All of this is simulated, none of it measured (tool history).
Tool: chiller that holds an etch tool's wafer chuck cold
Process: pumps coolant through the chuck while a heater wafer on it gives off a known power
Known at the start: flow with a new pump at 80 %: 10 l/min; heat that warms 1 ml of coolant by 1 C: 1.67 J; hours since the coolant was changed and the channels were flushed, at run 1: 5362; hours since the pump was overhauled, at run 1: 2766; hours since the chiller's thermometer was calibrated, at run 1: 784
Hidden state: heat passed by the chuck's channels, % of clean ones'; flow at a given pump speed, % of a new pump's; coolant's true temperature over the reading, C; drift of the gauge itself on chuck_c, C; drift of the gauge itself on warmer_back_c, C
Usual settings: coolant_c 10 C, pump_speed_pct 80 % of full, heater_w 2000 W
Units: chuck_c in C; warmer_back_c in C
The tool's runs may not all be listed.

| run | hour | coolant_c | pump_speed_pct | heater_w | hours since the coolant was changed and the channels were flushed | hours since the pump was overhauled | hours since the chiller's thermometer was calibrated | chuck_c | warmer_back_c |
|---|---|---|---|---|---|---|---|---|---|
| 1 | 0 | 10 | 80 | 2000 | 5362 | 2766 | 784 | 23.2 | 7.25 |
| 2 | 72.1 | 10 | 80 | 2000 | 5434 | 2838 | 856 | 23.2 | 7.23 |
| 3 | 120.1 | 13 | 80 | 2000 | 5482 | 2886 | 904 | 26.2 | 7.18 |
| 4 | 170.3 | 13 | 80 | 2000 | 5532 | 2936 | 954 | 26.4 | 7.18 |
| 5 | 247.3 | 13 | 80 | 2000 | 5609 | 3013 | 1031 | 26.3 | 7.19 |
| 6 | 287.1 | 10 | 80 | 2000 | 5649 | 3053 | 1071 | 23.3 | 7.15 |
| 7 | 370.9 | 10 | 80 | 1410 | 5733 | 3137 | 1154 | 19.4 | 5.08 |
| 8 | 449.3 | 10 | 80 | 2000 | 5811 | 3215 | 1233 | 23.1 | 7.12 |
| 9 | 532.2 | 10 | 80 | 2000 | 5894 | 3298 | 1316 | 23.1 | 7.08 |
| 10 | 627.1 | 10 | 80 | 2000 | 5989 | 3393 | 1411 | 23.3 | 7.12 |
| 11 | 691.5 | 10 | 80 | 2000 | 6053 | 3458 | 1475 | 23.3 | 7.08 |
| 12 | 731.4 | 10 | 76 | 2000 | 6093 | 3497 | 1515 | 24 | 7.56 |
| 13 | 813 | 10 | 80 | 2000 | 6175 | 3579 | 1597 | 23.2 | 7.11 |
| 14 | 859.6 | 10 | 80 | 2000 | 6221 | 3626 | 1643 | 23.5 | 7.06 |
| 15 | 917.3 | 10 | 80 | 2000 | 6279 | 3683 | 1701 | 23.3 | 7.11 |
| 16 | 979.7 | 10 | 80 | 2112 | 6341 | 3746 | 1763 | 24 | 7.48 |
| 17 | 1061.7 | 10 | 64 | 1989 | 6423 | 3828 | 1845 | 26.2 | 9.09 |
|  | 1077.4 | coolant changed, channels flushed |
| 18 | 1144 | 19 | 96 | 1333 | 67 | 3904 | 1921 | 26.5 | 3.75 |
| 19 | 1226.7 | 19 | 86 | 1333 | 149 | 3987 | 2004 | 27.2 | 4.24 |
| 20 | 1304 | 4 | 83 | 1848 | 227 | 4064 | 2082 | 16 | 6.29 |
| 21 | 1376.8 | 10 | 78 | 1182 | 299 | 4137 | 2154 | 18 | 4.23 |
| 22 | 1472.9 | 18 | 91 | 1026 | 395 | 4233 | 2250 | 23.9 | 3.06 |
| 23 | 1568 | 18 | 91 | 1026 | 491 | 4328 | 2346 | 23.9 | 3 |
| 24 | 1655.3 | 11 | 65 | 2719 | 578 | 4415 | 2433 | 32.8 | 12.13 |
| 25 | 1711.1 | 11 | 65 | 2719 | 634 | 4471 | 2489 | 33 | 12.07 |
| 26 | 1769.5 | 10 | 64 | 2000 | 692 | 4529 | 2547 | 26.5 | 9.01 |
| 27 | 1842 | 4 | 98 | 1325 | 765 | 4602 | 2620 | 11.2 | 3.56 |

The next listed run, before its measurement:
| 28 | 1909 | 5 | 70 | 2810 | 832 | 4669 | 2686 | ? | ? |

chuck_c: 26.2 C
warmer_back_c: 11.54 C
Without the tool's hidden state the same run would have given chuck_c 26.2 C, warmer_back_c 11.74 C.
